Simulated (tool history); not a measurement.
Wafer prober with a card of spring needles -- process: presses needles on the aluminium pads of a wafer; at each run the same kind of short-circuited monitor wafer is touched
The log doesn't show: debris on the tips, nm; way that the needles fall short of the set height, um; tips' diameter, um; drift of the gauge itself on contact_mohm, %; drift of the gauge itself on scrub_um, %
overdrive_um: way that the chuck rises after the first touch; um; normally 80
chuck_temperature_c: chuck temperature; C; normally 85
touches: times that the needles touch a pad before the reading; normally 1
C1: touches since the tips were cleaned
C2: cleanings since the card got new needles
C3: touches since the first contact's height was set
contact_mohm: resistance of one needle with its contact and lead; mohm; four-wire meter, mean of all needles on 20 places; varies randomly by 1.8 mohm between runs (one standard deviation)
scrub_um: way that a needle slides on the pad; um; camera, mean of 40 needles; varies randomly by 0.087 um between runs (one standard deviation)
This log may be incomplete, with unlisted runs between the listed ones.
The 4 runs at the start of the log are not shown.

At day 2.375: tips cleaned on abrasive film.
At day 2.65: tips cleaned on abrasive film.
Run 5, day 2.717: usual settings but overdrive_um 78 um; C1 875; C2 32; C3 115455. Result: contact_mohm 214 mohm, scrub_um 20.93 um.
At day 2.946: tips cleaned on abrasive film.
At day 3.217: tips cleaned on abrasive film.
At day 3.492: tips cleaned on abrasive film.
Run 6, day 3.612: usual settings but overdrive_um 78 um; C1 1561; C2 35; C3 126873. Result: contact_mohm 226 mohm, scrub_um 20.83 um.
At day 3.733: tips cleaned on abrasive film.
At day 4.021: tips cleaned on abrasive film.
At day 4.279: tips cleaned on abrasive film.
Run 7, day 4.279: usual settings but overdrive_um 78 um; C1 0; C2 38; C3 135339. Result: contact_mohm 192 mohm, scrub_um 20.9 um.
At day 4.525: tips cleaned on abrasive film.
Run 8, day 4.754: usual settings but overdrive_um 78 um; C1 2944; C2 39; C3 141426. Result: contact_mohm 240 mohm, scrub_um 20.87 um.
At day 4.804: tips cleaned on abrasive film.
At day 5.079: tips cleaned on abrasive film.
At day 5.333: tips cleaned on abrasive film.
At day 5.625: tips cleaned on abrasive film.
Run 9, day 5.683: usual settings but overdrive_um 78 um; C1 771; C2 43; C3 153232. Result: contact_mohm 210 mohm, scrub_um 20.69 um.
At day 5.917: tips cleaned on abrasive film.
At day 6.204: tips cleaned on abrasive film.
At day 6.483: tips cleaned on abrasive film.
Run 10, day 6.671: usual settings but overdrive_um 78 um, chuck_temperature_c 57 C; C1 2432; C2 46; C3 165832. Result: contact_mohm 235 mohm, scrub_um 20.67 um.
At day 6.779: tips cleaned on abrasive film.
At day 7.062: tips cleaned on abrasive film.
At day 7.346: tips cleaned on abrasive film.
Run 11, day 7.383: usual settings but overdrive_um 78 um, chuck_temperature_c 57 C; C1 439; C2 49; C3 174835. Result: contact_mohm 207 mohm, scrub_um 20.55 um.
At day 7.604: tips cleaned on abrasive film.
At day 7.617: height of the first contact set anew.
At day 7.867: tips cleaned on abrasive film.
At day 8.154: tips cleaned on abrasive film.
Run 12, day 8.162: usual settings; C1 114; C2 52; C3 6963. Result: contact_mohm 194 mohm, scrub_um 21.85 um.
At day 8.438: tips cleaned on abrasive film.
At day 8.738: tips cleaned on abrasive film.
Run 13, day 8.854: usual settings; C1 1507; C2 54; C3 15773. Result: contact_mohm 222 mohm, scrub_um 21.84 um.
At day 9.021: tips cleaned on abrasive film.
At day 9.312: tips cleaned on abrasive film.
At day 9.583: tips cleaned on abrasive film.
Run 14, day 9.783: usual settings but overdrive_um 66 um; C1 2573; C2 57; C3 27654. Result: contact_mohm 250 mohm, scrub_um 17.98 um.
At day 9.846: tips cleaned on abrasive film.
At day 10.108: tips cleaned on abrasive film.
At day 10.392: tips cleaned on abrasive film.
Run 15, day 10.55: usual settings but chuck_temperature_c 53 C; C1 2018; C2 60; C3 37365. Result: contact_mohm 227 mohm, scrub_um 21.87 um.
At day 10.667: tips cleaned on abrasive film.
At day 10.954: tips cleaned on abrasive film.
Run 16, day 10.971: usual settings but chuck_temperature_c 53 C; C1 196; C2 62; C3 42707. Result: contact_mohm 190 mohm, scrub_um 21.67 um.

Run 17 is up next; what results do you expect?
At day 11.25: tips cleaned on abrasive film.
At day 11.525: tips cleaned on abrasive film.
Run 17, day 11.588: usual settings but overdrive_um 70 um, chuck_temperature_c 60 C; C1 788; C2 64; C3 50584. Result: contact_mohm ?, scrub_um ?.

contact_mohm: 219 mohm
scrub_um: 18.93 um
The same run, on a tool lacking any hidden state, would have yielded contact_mohm 184 mohm, scrub_um 19.11 um.
